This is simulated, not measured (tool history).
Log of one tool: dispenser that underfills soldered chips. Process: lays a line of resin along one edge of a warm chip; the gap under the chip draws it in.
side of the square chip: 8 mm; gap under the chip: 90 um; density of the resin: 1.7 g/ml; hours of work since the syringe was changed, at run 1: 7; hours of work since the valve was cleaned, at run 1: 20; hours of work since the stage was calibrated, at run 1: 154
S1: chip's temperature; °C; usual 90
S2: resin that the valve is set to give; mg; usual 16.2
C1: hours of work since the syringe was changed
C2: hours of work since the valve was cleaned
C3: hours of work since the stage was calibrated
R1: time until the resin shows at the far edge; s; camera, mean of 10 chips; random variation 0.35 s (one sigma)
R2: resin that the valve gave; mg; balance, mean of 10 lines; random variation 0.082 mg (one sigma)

{"run": 1, "hour": 0.0, "S1": 90, "S2": 16.2, "C1": 7, "C2": 20, "C3": 154, "R1": 22.1, "R2": 15.87}
{"hour": 0.6, "done": "new syringe of resin"}
{"run": 2, "hour": 3.6, "S1": 90, "S2": 16.2, "C1": 2, "C2": 22, "C3": 156, "R1": 19.4, "R2": 15.81}
{"run": 3, "hour": 7.3, "S1": 90, "S2": 18.7, "C1": 5, "C2": 25, "C3": 159, "R1": 21, "R2": 18.28}
{"hour": 9.7, "done": "new syringe of resin"}
{"run": 4, "hour": 10.4, "S1": 90, "S2": 16.2, "C1": 1, "C2": 27, "C3": 161, "R1": 17.6, "R2": 15.85}
{"run": 5, "hour": 16.3, "S1": 90, "S2": 16.2, "C1": 5, "C2": 32, "C3": 166, "R1": 19.9, "R2": 15.63}
{"hour": 18.9, "done": "new syringe of resin"}
{"run": 6, "hour": 21.3, "S1": 90, "S2": 16.2, "C1": 2, "C2": 35, "C3": 169, "R1": 18.6, "R2": 15.75}
{"run": 7, "hour": 25.5, "S1": 99, "S2": 20.1, "C1": 5, "C2": 39, "C3": 173, "R1": 14.9, "R2": 19.41}
{"hour": 28.3, "done": "new syringe of resin"}
{"run": 8, "hour": 31.4, "S1": 87, "S2": 20.2, "C1": 2, "C2": 43, "C3": 177, "R1": 21, "R2": 19.39}

Forecast run 9:
{"run": 9, "hour": 37.1, "S1": 103, "S2": 14.5, "C1": 7, "C2": 47, "C3": 181, "R1": "?", "R2": "?"}

R1: 14.4 s
R2: 13.9 mg
Without the tool's hidden state the same run would have given R1 11.2 s, R2 14.46 mg.
